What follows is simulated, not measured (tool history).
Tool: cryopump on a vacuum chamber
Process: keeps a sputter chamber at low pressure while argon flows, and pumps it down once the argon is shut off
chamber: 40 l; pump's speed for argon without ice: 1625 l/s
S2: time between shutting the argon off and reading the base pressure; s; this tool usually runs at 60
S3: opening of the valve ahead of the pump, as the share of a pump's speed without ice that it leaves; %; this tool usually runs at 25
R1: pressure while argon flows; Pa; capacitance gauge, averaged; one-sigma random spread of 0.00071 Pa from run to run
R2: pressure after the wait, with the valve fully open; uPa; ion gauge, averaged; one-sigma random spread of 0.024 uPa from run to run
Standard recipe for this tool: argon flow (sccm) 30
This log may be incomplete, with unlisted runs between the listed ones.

{"run": 1, "hour": 0.0, "argon flow (sccm)": 30, "S2": 60, "S3": 25, "R1": 0.1261, "R2": 1.51}
{"run": 2, "hour": 35.7, "argon flow (sccm)": 30, "S2": 60, "S3": 25, "R1": 0.1258, "R2": 1.54}
{"run": 3, "hour": 71.4, "argon flow (sccm)": 30, "S2": 60, "S3": 25, "R1": 0.1267, "R2": 1.55}
{"run": 4, "hour": 129.5, "argon flow (sccm)": 30, "S2": 60, "S3": 25, "R1": 0.1268, "R2": 1.57}
{"run": 5, "hour": 177.0, "argon flow (sccm)": 30, "S2": 60, "S3": 25, "R1": 0.1274, "R2": 1.55}
{"run": 6, "hour": 221.1, "argon flow (sccm)": 30, "S2": 60, "S3": 25, "R1": 0.1281, "R2": 1.61}
{"run": 7, "hour": 251.0, "argon flow (sccm)": 30, "S2": 60, "S3": 25, "R1": 0.1267, "R2": 1.6}
{"run": 8, "hour": 281.4, "argon flow (sccm)": 30, "S2": 60, "S3": 25, "R1": 0.1274, "R2": 1.57}
{"run": 9, "hour": 334.5, "argon flow (sccm)": 30, "S2": 60, "S3": 25, "R1": 0.128, "R2": 1.62}
{"run": 10, "hour": 401.2, "argon flow (sccm)": 30, "S2": 60, "S3": 19, "R1": 0.1681, "R2": 1.68}
{"run": 11, "hour": 438.9, "argon flow (sccm)": 30, "S2": 60, "S3": 19, "R1": 0.1673, "R2": 1.68}
{"run": 12, "hour": 470.2, "argon flow (sccm)": 17, "S2": 60, "S3": 25, "R1": 0.0721, "R2": 1.64}
{"run": 13, "hour": 499.3, "argon flow (sccm)": 52, "S2": 60, "S3": 25, "R1": 0.2227, "R2": 1.7}
{"run": 14, "hour": 557.1, "argon flow (sccm)": 52, "S2": 60, "S3": 25, "R1": 0.224, "R2": 1.68}
{"run": 15, "hour": 592.1, "argon flow (sccm)": 30, "S2": 225, "S3": 25, "R1": 0.13, "R2": 1.22}
{"run": 16, "hour": 637.6, "argon flow (sccm)": 30, "S2": 60, "S3": 33, "R1": 0.0984, "R2": 1.75}
{"run": 17, "hour": 691.8, "argon flow (sccm)": 30, "S2": 60, "S3": 53, "R1": 0.064, "R2": 1.69}
{"run": 18, "hour": 741.3, "argon flow (sccm)": 30, "S2": 184, "S3": 17, "R1": 0.1893, "R2": 1.3}
{"run": 19, "hour": 786.3, "argon flow (sccm)": 16, "S2": 60, "S3": 16, "R1": 0.107, "R2": 1.8}
{"run": 20, "hour": 817.4, "argon flow (sccm)": 41, "S2": 127, "S3": 54, "R1": 0.0871, "R2": 1.38}
{"run": 21, "hour": 876.4, "argon flow (sccm)": 41, "S2": 127, "S3": 54, "R1": 0.0876, "R2": 1.48}
{"run": 22, "hour": 906.0, "argon flow (sccm)": 25, "S2": 22, "S3": 54, "R1": 0.0541, "R2": 3.01}
{"run": 23, "hour": 967.7, "argon flow (sccm)": 25, "S2": 22, "S3": 54, "R1": 0.0535, "R2": 3.06}
{"run": 24, "hour": 1027.4, "argon flow (sccm)": 33, "S2": 31, "S3": 25, "R1": 0.1448, "R2": 2.52}
{"run": 25, "hour": 1057.6, "argon flow (sccm)": 33, "S2": 31, "S3": 25, "R1": 0.1457, "R2": 2.53}
{"run": 26, "hour": 1122.0, "argon flow (sccm)": 33, "S2": 31, "S3": 25, "R1": 0.1475, "R2": 2.58}
{"run": 27, "hour": 1181.6, "argon flow (sccm)": 15, "S2": 99, "S3": 17, "R1": 0.0957, "R2": 1.73}
{"run": 28, "hour": 1240.0, "argon flow (sccm)": 15, "S2": 99, "S3": 17, "R1": 0.0967, "R2": 1.7}
{"run": 29, "hour": 1270.2, "argon flow (sccm)": 25, "S2": 99, "S3": 17, "R1": 0.159, "R2": 1.73}
{"run": 30, "hour": 1299.1, "argon flow (sccm)": 30, "S2": 244, "S3": 55, "R1": 0.0656, "R2": 1.47}
{"run": 31, "hour": 1365.6, "argon flow (sccm)": 16, "S2": 218, "S3": 26, "R1": 0.069, "R2": 1.54}
{"run": 32, "hour": 1397.6, "argon flow (sccm)": 16, "S2": 218, "S3": 26, "R1": 0.0695, "R2": 1.56}
{"run": 33, "hour": 1461.0, "argon flow (sccm)": 19, "S2": 60, "S3": 25, "R1": 0.0857, "R2": 2.06}
{"run": 34, "hour": 1500.4, "argon flow (sccm)": 19, "S2": 251, "S3": 51, "R1": 0.0459, "R2": 1.64}

The same runs without the tool's hidden state, with the same run-to-run variation:
Hidden conditions of the tool in this case: pump's speed, % of a pump's without ice; cold plate's temperature, K; leak into the chamber, uPa l/s; drift of the gauge itself on working_pa, %; drift of the gauge itself on base_upa, %.
run=1 R1=0.1246 R2=0.86
run=2 R1=0.1241 R2=0.88
run=3 R1=0.1248 R2=0.88
run=4 R1=0.1247 R2=0.89
run=5 R1=0.1250 R2=0.85
run=6 R1=0.1255 R2=0.88
run=7 R1=0.1240 R2=0.87
run=8 R1=0.1245 R2=0.84
run=9 R1=0.1248 R2=0.87
run=10 R1=0.1646 R2=0.89
run=11 R1=0.1635 R2=0.89
run=12 R1=0.0699 R2=0.86
run=13 R1=0.2158 R2=0.89
run=14 R1=0.2165 R2=0.86
run=15 R1=0.1255 R2=0.36
run=16 R1=0.0936 R2=0.88
run=17 R1=0.0588 R2=0.84
run=18 R1=0.1838 R2=0.40
run=19 R1=0.1039 R2=0.87
run=20 R1=0.0790 R2=0.47
run=21 R1=0.0790 R2=0.52
run=22 R1=0.0487 R2=2.03
run=23 R1=0.0478 R2=2.05
run=24 R1=0.1368 R2=1.50
run=25 R1=0.1375 R2=1.49
run=26 R1=0.1387 R2=1.51
run=27 R1=0.0915 R2=0.62
run=28 R1=0.0923 R2=0.56
run=29 R1=0.1515 R2=0.59
run=30 R1=0.0564 R2=0.32
run=31 R1=0.0638 R2=0.37
run=32 R1=0.0642 R2=0.35
run=33 R1=0.0790 R2=0.83
run=34 R1=0.0391 R2=0.36
